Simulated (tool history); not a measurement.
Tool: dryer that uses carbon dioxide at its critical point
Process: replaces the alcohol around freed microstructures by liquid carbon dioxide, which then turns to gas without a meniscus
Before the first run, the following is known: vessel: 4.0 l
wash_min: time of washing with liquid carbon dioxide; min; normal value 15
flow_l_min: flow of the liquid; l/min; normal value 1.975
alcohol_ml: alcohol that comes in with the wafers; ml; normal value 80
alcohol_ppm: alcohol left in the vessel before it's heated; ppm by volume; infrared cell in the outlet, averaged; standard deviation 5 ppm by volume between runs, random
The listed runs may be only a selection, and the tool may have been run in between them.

run,hour,wash_min,flow_l_min,alcohol_ml,alcohol_ppm
1,0,15,1.975,80,154
2,23.1,15,1.975,80,157
3,36.8,15,2.42,80,145
4,59.1,15,2.42,80,156
5,81.1,15,2.42,80,166
6,98.4,15,2.42,80,177
7,119.1,15,2.42,80,172
8,135.5,20,1.54,101,193
9,149.5,12,1.88,106,364
10,176.4,14,1.23,29,350

Branching from run 10: 4 alternative next runs. What would each branch give?
# hour 180: inlet filter changed
A,191.6,10,2.05,80,?
# hour 180: inlet filter changed
B,191.6,22,2.11,80,?
# hour 180: inlet filter changed
C,191.6,19,2.91,91,?
# hour 180: inlet filter changed
D,191.6,15,1.975,99,?

run,alcohol_ppm
A,327
B,197
C,184
D,227
Without the tool's hidden state the same runs would have given:
run,alcohol_ppm
A,133
B,7
C,1
D,29

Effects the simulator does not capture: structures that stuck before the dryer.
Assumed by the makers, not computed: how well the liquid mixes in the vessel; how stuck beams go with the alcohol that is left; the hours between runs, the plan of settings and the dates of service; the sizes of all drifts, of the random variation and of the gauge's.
